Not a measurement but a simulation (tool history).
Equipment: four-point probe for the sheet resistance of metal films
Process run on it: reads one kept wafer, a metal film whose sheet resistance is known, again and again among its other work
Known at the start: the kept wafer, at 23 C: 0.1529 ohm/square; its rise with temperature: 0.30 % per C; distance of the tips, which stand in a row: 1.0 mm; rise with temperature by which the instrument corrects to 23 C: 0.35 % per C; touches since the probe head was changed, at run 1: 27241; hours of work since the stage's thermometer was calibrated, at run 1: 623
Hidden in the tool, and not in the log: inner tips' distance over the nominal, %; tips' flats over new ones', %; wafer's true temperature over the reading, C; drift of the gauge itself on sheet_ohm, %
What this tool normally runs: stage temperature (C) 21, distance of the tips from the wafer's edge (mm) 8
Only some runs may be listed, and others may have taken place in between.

| run | hour | stage temperature (C) | distance of the tips from the wafer's edge (mm) | touches since the probe head was changed | hours of work since the stage's thermometer was calibrated | sheet resistance as the instrument gives it (ohm/square) |
|---|---|---|---|---|---|---|
| 1 | 0.0 | 21 | 8 | 27241 | 623 | 0.154314 |
| 2 | 81.6 | 21 | 6 | 31105 | 687 | 0.155344 |
| 3 | 147.6 | 19 | 6 | 34227 | 739 | 0.155446 |
| 4 | 193.4 | 19 | 6 | 36396 | 775 | 0.155530 |
| 5 | 251.2 | 21 | 8 | 39134 | 820 | 0.154411 |
| 6 | 314.9 | 22 | 8 | 42147 | 870 | 0.154249 |
| 7 | 349.7 | 34 | 5 | 43794 | 898 | 0.155182 |
| 8 | 428.1 | 19 | 60 | 47506 | 959 | 0.153269 |
| 9 | 492.6 | 22 | 13 | 50560 | 1010 | 0.153510 |
| 10 | 537.6 | 21 | 4 | 52691 | 1045 | 0.158057 |

Consider 5 possible next runs. They are alternatives, not a sequence: every one starts from the tool as it was left by run 10. What does each give?
| A | 581.3 | 27 | 4 | 54760 | 1080 | ? |
| B | 581.3 | 19 | 6 | 54760 | 1080 | ? |
| C | 581.3 | 33 | 12 | 54760 | 1080 | ? |
| D | 581.3 | 21 | 24 | 54760 | 1080 | ? |
| E | 581.3 | 32 | 25 | 54760 | 1080 | ? |

| run | sheet resistance as the instrument gives it (ohm/square) |
|---|---|
| A | 0.157598 |
| B | 0.155555 |
| C | 0.152594 |
| D | 0.153220 |
| E | 0.152344 |
Without the tool's hidden state the same runs would have given:
| run | sheet resistance as the instrument gives it (ohm/square) |
|---|---|
| A | 0.157602 |
| B | 0.155559 |
| C | 0.152598 |
| D | 0.153224 |
| E | 0.152348 |
